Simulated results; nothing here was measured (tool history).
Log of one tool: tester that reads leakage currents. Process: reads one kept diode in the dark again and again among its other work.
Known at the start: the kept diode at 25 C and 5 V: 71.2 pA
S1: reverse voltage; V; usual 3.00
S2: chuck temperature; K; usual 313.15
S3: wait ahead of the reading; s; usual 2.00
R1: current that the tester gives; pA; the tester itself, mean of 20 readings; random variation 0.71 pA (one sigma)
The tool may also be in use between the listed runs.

run,hour,S1,S2,S3,R1
1,0.0,3.00,313.15,2.00,221.92
2,29.0,1.45,313.15,2.00,169.24
3,88.3,12.12,313.15,2.00,377.80
4,141.6,12.12,313.15,2.00,377.38
5,199.1,5.00,313.15,2.00,269.51
6,248.9,3.00,294.15,2.00,38.74
7,297.5,3.00,294.15,2.00,38.69
8,328.8,3.00,294.15,2.00,38.54
9,355.0,3.00,294.15,2.00,38.80
10,387.3,3.00,313.15,2.53,219.92
11,442.6,3.00,313.15,2.53,220.93
12,502.4,1.23,313.15,2.00,155.77
13,556.1,1.23,313.15,2.00,157.14
14,603.9,1.23,313.15,2.00,155.34
15,631.7,1.23,313.15,2.00,156.67
16,684.4,9.57,310.15,2.31,263.09
17,734.5,4.62,323.15,6.76,596.56
18,763.6,3.67,311.15,0.30,202.05
19,795.6,2.88,312.15,0.30,199.66
20,827.0,2.88,304.15,0.30,99.22
21,882.7,2.88,304.15,0.30,98.98
22,942.9,2.88,304.15,0.30,98.96
# hour 964.9: chuck's temperature calibrated
23,977.3,2.88,308.15,0.30,155.63
24,1022.2,19.16,313.15,0.45,506.90
25,1058.8,1.54,313.15,1.11,186.86
26,1101.9,1.54,313.15,1.11,187.06
27,1147.6,3.00,305.15,2.00,117.82

Hidden state or all else? Some run-to-run changes of R1, split into what the settings, what came in and random variation would give without the hidden state, and what is left for the hidden state (with any gauge scatter that isn't in both results):
The hidden state here: stray current of the dirty probe card, pA a volt; current scale over the true one, %; true chuck temperature over the reading, C; drift of the gauge itself on leakage_pa, %.
Run 16 -> 17: S1 9.57 -> 4.62, S2 310.15 -> 323.15, S3 2.31 -> 6.76. R1 +333.47 pA: hidden state -31.92, all else +365.39.
Run 17 -> 18: S1 4.62 -> 3.67, S2 323.15 -> 311.15, S3 6.76 -> 0.30. R1 -394.51 pA: hidden state +33.10, all else -427.61.
Run 23 -> 24: S1 2.88 -> 19.16, S2 308.15 -> 313.15, S3 0.30 -> 0.45. R1 +351.27 pA: hidden state +16.05, all else +335.22.
